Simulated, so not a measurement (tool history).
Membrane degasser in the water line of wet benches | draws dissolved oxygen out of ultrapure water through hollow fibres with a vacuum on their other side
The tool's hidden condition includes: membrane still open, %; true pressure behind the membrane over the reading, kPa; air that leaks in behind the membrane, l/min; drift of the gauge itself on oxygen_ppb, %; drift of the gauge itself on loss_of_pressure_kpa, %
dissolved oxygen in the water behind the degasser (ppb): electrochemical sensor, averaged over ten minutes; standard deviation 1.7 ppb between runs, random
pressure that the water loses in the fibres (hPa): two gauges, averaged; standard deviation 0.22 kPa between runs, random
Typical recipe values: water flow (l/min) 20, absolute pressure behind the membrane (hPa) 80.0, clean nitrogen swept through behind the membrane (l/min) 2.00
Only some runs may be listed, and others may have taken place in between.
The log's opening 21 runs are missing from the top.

run	day	water flow (l/min)	absolute pressure behind the membrane (hPa)	clean nitrogen swept through behind the membrane (l/min)	hours since the membrane was changed	hours since the vacuum gauge was calibrated	hours since the vacuum lines were made tight	dissolved oxygen in the water behind the degasser (ppb)	pressure that the water loses in the fibres (hPa)
22	158.117	31	192.0	5.02	5351	4437	13471	426.8	873.1
23	164.646	31	192.0	5.02	5508	4594	13628	430.1	872.1
24	172.271	31	192.0	5.02	5691	4777	13811	425.1	874.4
25	181.238	28	53.7	1.34	5906	4992	14026	267.3	784.9
# day 186.783: seals of the vacuum lines changed
26	188.808	20	80.0	5.57	6086	5171	49	108.7	565.0
27	196.925	14	96.6	2.63	6281	5366	243	108.2	395.8
28	204.725	14	96.6	2.63	6468	5553	431	105.6	394.3
# day 210.392: vacuum gauge calibrated
29	210.600	28	135.3	2.90	6608	5	571	385.5	791.8
30	217.021	28	135.3	2.90	6762	159	725	376.2	786.8
31	222.888	20	87.7	5.85	6903	300	866	112.3	563.7
32	228.617	20	87.7	5.85	7041	437	1004	113.2	564.1

What if the next run were any one of these 3? Each begins from the tool's condition after run 32:
A	237.042	27	87.7	3.30	7243	640	1206	?	?
B	237.042	20	62.8	1.29	7243	640	1206	?	?
C	237.042	14	70.0	2.16	7243	640	1206	?	?

run	dissolved oxygen in the water behind the degasser (ppb)	pressure that the water loses in the fibres (hPa)
A	252.0	761.6
B	175.3	568.2
C	80.3	395.1
With the hidden condition removed and each run's random variation left untouched, the same runs would have given:
run	dissolved oxygen in the water behind the degasser (ppb)	pressure that the water loses in the fibres (hPa)
A	234.7	738.8
B	165.4	551.3
C	76.3	383.3

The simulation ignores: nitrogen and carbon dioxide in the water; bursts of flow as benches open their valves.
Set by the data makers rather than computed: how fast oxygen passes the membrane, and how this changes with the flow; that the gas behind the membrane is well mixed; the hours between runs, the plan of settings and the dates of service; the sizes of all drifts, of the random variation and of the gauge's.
